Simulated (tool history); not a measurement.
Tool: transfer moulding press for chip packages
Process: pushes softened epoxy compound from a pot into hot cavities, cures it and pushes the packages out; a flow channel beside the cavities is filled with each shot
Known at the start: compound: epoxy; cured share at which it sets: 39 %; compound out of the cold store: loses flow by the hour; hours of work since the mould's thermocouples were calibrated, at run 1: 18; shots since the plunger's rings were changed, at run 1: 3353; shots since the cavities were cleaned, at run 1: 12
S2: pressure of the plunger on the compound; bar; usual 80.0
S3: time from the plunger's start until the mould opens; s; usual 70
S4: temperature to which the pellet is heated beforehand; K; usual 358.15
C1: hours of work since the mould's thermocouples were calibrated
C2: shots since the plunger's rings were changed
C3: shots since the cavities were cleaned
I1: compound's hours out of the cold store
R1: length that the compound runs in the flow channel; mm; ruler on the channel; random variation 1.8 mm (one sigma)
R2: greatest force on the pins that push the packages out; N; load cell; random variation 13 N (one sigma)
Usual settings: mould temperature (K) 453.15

{"run": 1, "hour": 0.0, "mould temperature (K)": 453.15, "S2": 80.0, "S3": 70, "S4": 358.15, "C1": 18, "C2": 3353, "C3": 12, "I1": 15.7, "R1": 642, "R2": 649}
{"run": 2, "hour": 16.8, "mould temperature (K)": 453.15, "S2": 80.0, "S3": 70, "S4": 358.15, "C1": 25, "C2": 3520, "C3": 179, "I1": 27.7, "R1": 613, "R2": 753}
{"run": 3, "hour": 34.1, "mould temperature (K)": 453.15, "S2": 80.0, "S3": 70, "S4": 358.15, "C1": 32, "C2": 3692, "C3": 351, "I1": 19.9, "R1": 625, "R2": 870}
{"run": 4, "hour": 50.9, "mould temperature (K)": 453.15, "S2": 80.0, "S3": 70, "S4": 358.15, "C1": 39, "C2": 3860, "C3": 519, "I1": 42.9, "R1": 582, "R2": 925}
{"hour": 60.0, "done": "cavities cleaned with cleaning compound and waxed"}
{"run": 5, "hour": 69.4, "mould temperature (K)": 453.15, "S2": 80.0, "S3": 65, "S4": 358.15, "C1": 46, "C2": 4030, "C3": 94, "I1": 23.2, "R1": 619, "R2": 823}
{"run": 6, "hour": 82.0, "mould temperature (K)": 453.15, "S2": 80.0, "S3": 65, "S4": 358.15, "C1": 51, "C2": 4155, "C3": 219, "I1": 37.5, "R1": 591, "R2": 910}
{"hour": 101.6, "done": "plunger's sealing rings changed"}
{"run": 7, "hour": 102.5, "mould temperature (K)": 453.15, "S2": 80.0, "S3": 70, "S4": 358.15, "C1": 58, "C2": 9, "C3": 399, "I1": 17.2, "R1": 662, "R2": 943}
{"run": 8, "hour": 114.8, "mould temperature (K)": 453.15, "S2": 80.0, "S3": 70, "S4": 358.15, "C1": 64, "C2": 132, "C3": 522, "I1": 19.6, "R1": 657, "R2": 1012}
{"hour": 123.8, "done": "cavities cleaned with cleaning compound and waxed"}
{"run": 9, "hour": 130.0, "mould temperature (K)": 453.15, "S2": 80.0, "S3": 70, "S4": 358.15, "C1": 69, "C2": 268, "C3": 61, "I1": 37.5, "R1": 619, "R2": 630}
{"run": 10, "hour": 150.8, "mould temperature (K)": 453.15, "S2": 80.0, "S3": 51, "S4": 358.15, "C1": 78, "C2": 475, "C3": 268, "I1": 23.6, "R1": 643, "R2": 1691}
{"run": 11, "hour": 171.1, "mould temperature (K)": 453.15, "S2": 80.0, "S3": 51, "S4": 358.15, "C1": 86, "C2": 677, "C3": 470, "I1": 47.8, "R1": 595, "R2": 1815}
{"run": 12, "hour": 180.5, "mould temperature (K)": 453.15, "S2": 80.0, "S3": 70, "S4": 353.15, "C1": 90, "C2": 771, "C3": 564, "I1": 47.5, "R1": 595, "R2": 960}
{"hour": 186.1, "done": "cavities cleaned with cleaning compound and waxed"}
{"run": 13, "hour": 195.7, "mould temperature (K)": 453.15, "S2": 80.0, "S3": 70, "S4": 353.15, "C1": 96, "C2": 908, "C3": 95, "I1": 42.9, "R1": 604, "R2": 712}
{"run": 14, "hour": 206.4, "mould temperature (K)": 453.15, "S2": 80.0, "S3": 70, "S4": 353.15, "C1": 100, "C2": 1014, "C3": 201, "I1": 16.3, "R1": 656, "R2": 763}
{"run": 15, "hour": 221.1, "mould temperature (K)": 453.15, "S2": 91.1, "S3": 70, "S4": 356.15, "C1": 106, "C2": 1161, "C3": 348, "I1": 17.5, "R1": 699, "R2": 893}
{"run": 16, "hour": 231.3, "mould temperature (K)": 455.15, "S2": 66.1, "S3": 60, "S4": 356.15, "C1": 110, "C2": 1263, "C3": 450, "I1": 35.6, "R1": 553, "R2": 1107}
{"hour": 246.8, "done": "cavities cleaned with cleaning compound and waxed"}
{"run": 17, "hour": 250.0, "mould temperature (K)": 455.15, "S2": 66.1, "S3": 60, "S4": 356.15, "C1": 117, "C2": 1435, "C3": 32, "I1": 24.5, "R1": 574, "R2": 763}
{"run": 18, "hour": 267.5, "mould temperature (K)": 448.15, "S2": 66.1, "S3": 75, "S4": 361.15, "C1": 124, "C2": 1609, "C3": 206, "I1": 42.8, "R1": 553, "R2": 856}
{"run": 19, "hour": 279.3, "mould temperature (K)": 448.15, "S2": 66.1, "S3": 75, "S4": 361.15, "C1": 129, "C2": 1726, "C3": 323, "I1": 38.9, "R1": 559, "R2": 990}
{"run": 20, "hour": 297.2, "mould temperature (K)": 448.15, "S2": 66.1, "S3": 75, "S4": 361.15, "C1": 137, "C2": 1905, "C3": 502, "I1": 31.2, "R1": 573, "R2": 1122}
{"hour": 307.4, "done": "cavities cleaned with cleaning compound and waxed"}
{"run": 21, "hour": 316.4, "mould temperature (K)": 451.15, "S2": 88.4, "S3": 71, "S4": 364.15, "C1": 144, "C2": 2081, "C3": 89, "I1": 30.5, "R1": 656, "R2": 736}
{"run": 22, "hour": 334.4, "mould temperature (K)": 451.15, "S2": 69.9, "S3": 71, "S4": 363.15, "C1": 151, "C2": 2261, "C3": 269, "I1": 41.5, "R1": 561, "R2": 867}
{"run": 23, "hour": 345.0, "mould temperature (K)": 453.15, "S2": 75.7, "S3": 102, "S4": 358.15, "C1": 156, "C2": 2367, "C3": 375, "I1": 23.8, "R1": 609, "R2": 638}
{"run": 24, "hour": 355.4, "mould temperature (K)": 447.15, "S2": 75.7, "S3": 102, "S4": 357.15, "C1": 160, "C2": 2470, "C3": 478, "I1": 26.2, "R1": 623, "R2": 739}
{"hour": 368.4, "done": "cavities cleaned with cleaning compound and waxed"}
{"run": 25, "hour": 376.5, "mould temperature (K)": 447.15, "S2": 75.7, "S3": 102, "S4": 357.15, "C1": 168, "C2": 2666, "C3": 81, "I1": 42.1, "R1": 594, "R2": 520}
{"run": 26, "hour": 386.1, "mould temperature (K)": 459.15, "S2": 80.0, "S3": 70, "S4": 358.15, "C1": 172, "C2": 2762, "C3": 177, "I1": 10.5, "R1": 641, "R2": 577}
{"run": 27, "hour": 399.6, "mould temperature (K)": 448.15, "S2": 80.0, "S3": 109, "S4": 358.15, "C1": 177, "C2": 2895, "C3": 310, "I1": 13.7, "R1": 659, "R2": 621}
{"run": 28, "hour": 419.3, "mould temperature (K)": 457.15, "S2": 80.0, "S3": 70, "S4": 358.15, "C1": 186, "C2": 3092, "C3": 507, "I1": 10.1, "R1": 645, "R2": 820}

3 ways to go on from here, each from the tool as it stands after run 28. What would each give?
{"hour": 429.2, "done": "cavities cleaned with cleaning compound and waxed"}
{"run": "A", "hour": 429.2, "mould temperature (K)": 453.15, "S2": 65.3, "S3": 79, "S4": 360.15, "C1": 189, "C2": 3176, "C3": 0, "I1": 45.1, "R1": "?", "R2": "?"}
{"hour": 429.2, "done": "cavities cleaned with cleaning compound and waxed"}
{"run": "B", "hour": 429.2, "mould temperature (K)": 457.15, "S2": 80.0, "S3": 82, "S4": 353.15, "C1": 189, "C2": 3176, "C3": 0, "I1": 36.9, "R1": "?", "R2": "?"}
{"hour": 429.2, "done": "cavities cleaned with cleaning compound and waxed"}
{"run": "C", "hour": 429.2, "mould temperature (K)": 457.15, "S2": 60.8, "S3": 70, "S4": 362.15, "C1": 189, "C2": 3176, "C3": 0, "I1": 17.4, "R1": "?", "R2": "?"}

run=A R1=524 R2=478
run=B R1=588 R2=426
run=C R1=546 R2=495
Without the tool's hidden state the same runs would have given:
run=A R1=546 R2=482
run=B R1=613 R2=427
run=C R1=570 R2=500
